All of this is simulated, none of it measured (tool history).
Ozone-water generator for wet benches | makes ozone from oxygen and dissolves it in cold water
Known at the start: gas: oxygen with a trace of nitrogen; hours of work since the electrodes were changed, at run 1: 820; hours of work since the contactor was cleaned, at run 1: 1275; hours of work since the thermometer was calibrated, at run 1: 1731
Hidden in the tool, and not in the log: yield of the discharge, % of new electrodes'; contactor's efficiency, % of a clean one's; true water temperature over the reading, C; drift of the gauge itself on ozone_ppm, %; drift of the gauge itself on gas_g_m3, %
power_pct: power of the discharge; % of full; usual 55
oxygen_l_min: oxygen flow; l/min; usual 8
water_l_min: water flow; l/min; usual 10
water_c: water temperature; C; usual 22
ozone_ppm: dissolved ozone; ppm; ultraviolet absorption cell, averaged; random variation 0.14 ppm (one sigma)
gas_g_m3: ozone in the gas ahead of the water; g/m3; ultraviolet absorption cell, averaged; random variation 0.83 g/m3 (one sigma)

| run | hour | power_pct | oxygen_l_min | water_l_min | water_c | hours of work since the electrodes were changed | hours of work since the contactor was cleaned | hours of work since the thermometer was calibrated | ozone_ppm | gas_g_m3 |
|---|---|---|---|---|---|---|---|---|---|---|
| 1 | 0 | 55 | 8 | 10 | 22 | 820 | 1275 | 1731 | 16.8 | 130.1 |
| 2 | 35.6 | 55 | 8 | 10 | 22 | 844 | 1299 | 1755 | 16.8 | 128.7 |
| 3 | 67.8 | 55 | 8 | 10 | 22 | 866 | 1321 | 1777 | 16.7 | 130.4 |
| 4 | 94.2 | 55 | 11.88 | 10 | 22 | 884 | 1339 | 1795 | 13.7 | 98.8 |
| 5 | 132.4 | 55 | 8 | 10 | 22 | 909 | 1365 | 1820 | 16.7 | 131.7 |
| 6 | 170.5 | 41 | 8 | 10 | 22 | 935 | 1390 | 1846 | 13 | 103 |
| 7 | 206.2 | 55 | 8 | 10 | 22 | 959 | 1414 | 1870 | 16.7 | 129.1 |
| 8 | 232.8 | 55 | 8 | 10 | 22 | 977 | 1432 | 1888 | 16.9 | 128.1 |
| 9 | 262.6 | 55 | 8 | 10 | 22 | 997 | 1452 | 1908 | 16.6 | 128.7 |
| 10 | 300.9 | 55 | 8 | 10 | 22 | 1023 | 1478 | 1934 | 16.4 | 128.7 |
| 11 | 320.7 | 55 | 8 | 9 | 22 | 1036 | 1492 | 1947 | 17.8 | 127.3 |
| 12 | 344.6 | 55 | 8 | 12 | 22 | 1052 | 1508 | 1963 | 15.2 | 129.8 |
| 13 | 377.2 | 55 | 8 | 12 | 22 | 1074 | 1530 | 1985 | 15.4 | 129.5 |
| 14 | 416 | 55 | 8 | 12 | 22 | 1100 | 1556 | 2011 | 15.2 | 129.9 |
| 15 | 435.8 | 55 | 8 | 12 | 22 | 1114 | 1569 | 2025 | 15.4 | 128.6 |
| 16 | 455.7 | 43 | 8 | 10 | 22 | 1127 | 1582 | 2038 | 13.5 | 106.4 |
| 17 | 474.2 | 43 | 8 | 10 | 22 | 1140 | 1595 | 2050 | 13.6 | 104.1 |
| 18 | 490.1 | 43 | 8 | 10 | 22 | 1150 | 1606 | 2061 | 13.5 | 104.5 |
| 19 | 517.6 | 85 | 13.4 | 15 | 16 | 1169 | 1624 | 2080 | 18.3 | 128.3 |
| 20 | 543.6 | 85 | 13.4 | 15 | 16 | 1186 | 1642 | 2097 | 18.2 | 130.6 |
| 21 | 577 | 55 | 9.16 | 10 | 20 | 1209 | 1664 | 2120 | 16.5 | 118.2 |
| 22 | 605.4 | 55 | 10.76 | 10 | 22 | 1228 | 1683 | 2139 | 14.4 | 104.6 |
| 23 | 643.3 | 55 | 10.76 | 10 | 22 | 1254 | 1709 | 2164 | 14.5 | 104.2 |
| 24 | 668.5 | 55 | 10.76 | 10 | 22 | 1271 | 1726 | 2181 | 14.3 | 103.9 |
| 25 | 702.3 | 85 | 12.23 | 10 | 25 | 1293 | 1749 | 2204 | 17.8 | 136.5 |
| 26 | 732.1 | 55 | 9.25 | 10 | 17 | 1313 | 1769 | 2224 | 17.4 | 117 |
| 27 | 751.5 | 53 | 8 | 9 | 22 | 1326 | 1782 | 2237 | 16.9 | 125.4 |
| 28 | 783 | 52 | 9.5 | 7 | 29 | 1348 | 1803 | 2259 | 14 | 108.9 |
| 29 | 805.5 | 45 | 5.5 | 9 | 15 | 1363 | 1818 | 2274 | 19.8 | 140.5 |
| 30 | 824.7 | 45 | 5.5 | 9 | 15 | 1376 | 1831 | 2287 | 19.8 | 141.2 |
| 31 | 846 | 45 | 5.5 | 6 | 15 | 1390 | 1845 | 2301 | 24.3 | 140.6 |
| 32 | 866.2 | 45 | 13.97 | 12 | 15 | 1404 | 1859 | 2315 | 12.1 | 74.2 |
| 33 | 903.7 | 45 | 13.97 | 12 | 14 | 1429 | 1884 | 2340 | 12.3 | 74.7 |

Hidden state or all else? Some run-to-run changes of ozone_ppm, split into what the settings, what came in and random variation would give without the hidden state, and what is left for the hidden state (with any gauge scatter that isn't in both results):
Run 18 -> 19: power_pct 43 -> 85, oxygen_l_min 8 -> 13.4, water_l_min 10 -> 15, water_c 22 -> 16. ozone_ppm +4.8 ppm: hidden state -0.5, all else +5.3.
Run 24 -> 25: power_pct 55 -> 85, oxygen_l_min 10.76 -> 12.23, water_c 22 -> 25. ozone_ppm +3.5 ppm: hidden state -0.4, all else +3.9.
Run 28 -> 29: power_pct 52 -> 45, oxygen_l_min 9.5 -> 5.5, water_l_min 7 -> 9, water_c 29 -> 15. ozone_ppm +5.8 ppm: hidden state -0.2, all else +6.
Run 31 -> 32: oxygen_l_min 5.5 -> 13.97, water_l_min 6 -> 12. ozone_ppm -12.2 ppm: hidden state +0.5, all else -12.7.
